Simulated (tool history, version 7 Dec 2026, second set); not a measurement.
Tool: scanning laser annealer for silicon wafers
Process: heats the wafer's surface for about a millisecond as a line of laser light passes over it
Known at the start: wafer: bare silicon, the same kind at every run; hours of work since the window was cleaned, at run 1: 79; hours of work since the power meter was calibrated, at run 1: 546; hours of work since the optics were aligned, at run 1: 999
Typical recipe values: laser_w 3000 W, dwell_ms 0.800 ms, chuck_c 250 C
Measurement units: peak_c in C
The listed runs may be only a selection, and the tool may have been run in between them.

| run | hour | laser_w | dwell_ms | chuck_c | hours of work since the window was cleaned | hours of work since the power meter was calibrated | hours of work since the optics were aligned | peak_c |
|---|---|---|---|---|---|---|---|---|
| 1 | 0.0 | 3000 | 0.800 | 250 | 79 | 546 | 999 | 955 |
|  | 37.7 | optics aligned, line set to its width |
| 2 | 63.4 | 3000 | 0.800 | 250 | 117 | 584 | 17 | 961 |
| 3 | 119.8 | 3000 | 0.800 | 250 | 155 | 622 | 54 | 960 |
| 4 | 151.2 | 3000 | 0.800 | 250 | 176 | 643 | 75 | 960 |
| 5 | 203.4 | 3000 | 0.800 | 250 | 210 | 677 | 110 | 958 |
| 6 | 234.9 | 3000 | 0.800 | 250 | 231 | 698 | 131 | 959 |
| 7 | 289.8 | 3000 | 0.800 | 250 | 267 | 735 | 167 | 958 |
| 8 | 330.2 | 3000 | 0.612 | 250 | 294 | 761 | 194 | 878 |
| 9 | 372.4 | 3000 | 0.800 | 264 | 322 | 789 | 222 | 970 |
| 10 | 422.3 | 3000 | 0.800 | 264 | 355 | 822 | 255 | 968 |
| 11 | 469.5 | 3000 | 0.800 | 250 | 387 | 854 | 287 | 952 |
| 12 | 512.2 | 3000 | 0.800 | 250 | 415 | 882 | 315 | 954 |
|  | 524.0 | window over the wafer cleaned |
| 13 | 559.7 | 3000 | 0.800 | 250 | 24 | 912 | 345 | 961 |
| 14 | 606.8 | 3000 | 0.800 | 250 | 55 | 944 | 376 | 964 |
| 15 | 669.0 | 3038 | 0.800 | 250 | 96 | 985 | 417 | 968 |
| 16 | 706.5 | 3038 | 0.800 | 250 | 121 | 1010 | 442 | 966 |
| 17 | 738.2 | 3038 | 0.800 | 230 | 142 | 1031 | 463 | 948 |
| 18 | 781.8 | 3038 | 0.800 | 230 | 171 | 1060 | 492 | 946 |
| 19 | 814.1 | 3038 | 0.800 | 230 | 192 | 1081 | 514 | 944 |
| 20 | 858.7 | 3038 | 0.800 | 230 | 222 | 1111 | 543 | 946 |
| 21 | 920.4 | 3000 | 0.742 | 260 | 263 | 1152 | 584 | 942 |
| 22 | 956.4 | 3000 | 0.742 | 260 | 287 | 1175 | 608 | 941 |
| 23 | 1005.3 | 3000 | 0.742 | 260 | 319 | 1208 | 641 | 942 |
| 24 | 1048.6 | 2942 | 0.994 | 235 | 348 | 1237 | 669 | 994 |
| 25 | 1112.6 | 2942 | 0.641 | 268 | 391 | 1279 | 712 | 891 |
|  | 1165.2 | window over the wafer cleaned |
| 26 | 1174.7 | 2942 | 0.641 | 281 | 6 | 1319 | 752 | 912 |
| 27 | 1207.3 | 2942 | 0.641 | 281 | 28 | 1341 | 773 | 911 |
| 28 | 1248.3 | 2980 | 0.586 | 250 | 55 | 1368 | 801 | 865 |
| 29 | 1296.3 | 2980 | 0.586 | 250 | 87 | 1400 | 832 | 863 |
| 30 | 1335.0 | 2789 | 0.911 | 250 | 113 | 1425 | 858 | 949 |
| 31 | 1362.8 | 3227 | 0.800 | 250 | 131 | 1444 | 877 | 1005 |
| 32 | 1416.5 | 3000 | 0.872 | 250 | 167 | 1479 | 912 | 982 |
| 33 | 1450.2 | 3180 | 0.886 | 238 | 189 | 1502 | 934 | 1016 |
| 34 | 1490.7 | 3163 | 0.796 | 250 | 216 | 1529 | 961 | 988 |
| 35 | 1526.0 | 2580 | 0.925 | 250 | 239 | 1552 | 985 | 899 |
| 36 | 1570.3 | 2596 | 0.760 | 238 | 269 | 1581 | 1014 | 837 |
|  | 1585.5 | optics aligned, line set to its width |
| 37 | 1622.5 | 3117 | 0.838 | 238 | 300 | 1613 | 25 | 989 |
| 38 | 1684.4 | 3117 | 0.838 | 238 | 341 | 1654 | 66 | 987 |
| 39 | 1715.2 | 3273 | 0.838 | 238 | 362 | 1674 | 86 | 1018 |
| 40 | 1754.7 | 2559 | 0.930 | 249 | 388 | 1700 | 112 | 899 |

Branching from run 40: 5 alternative next runs. What would each branch give?
| A | 1784.5 | 3223 | 0.800 | 250 | 408 | 1720 | 132 | ? |
| B | 1784.5 | 2901 | 0.701 | 230 | 408 | 1720 | 132 | ? |
| C | 1784.5 | 2993 | 0.930 | 249 | 408 | 1720 | 132 | ? |
| D | 1784.5 | 2815 | 0.930 | 249 | 408 | 1720 | 132 | ? |
| E | 1784.5 | 3000 | 0.800 | 276 | 408 | 1720 | 132 | ? |

| run | peak_c |
|---|---|
| A | 1005 |
| B | 875 |
| C | 1002 |
| D | 960 |
| E | 982 |
The same runs, with their run-to-run variation unchanged, on a tool lacking any hidden condition would have given:
| run | peak_c |
|---|---|
| A | 1014 |
| B | 883 |
| C | 1012 |
| D | 969 |
| E | 991 |
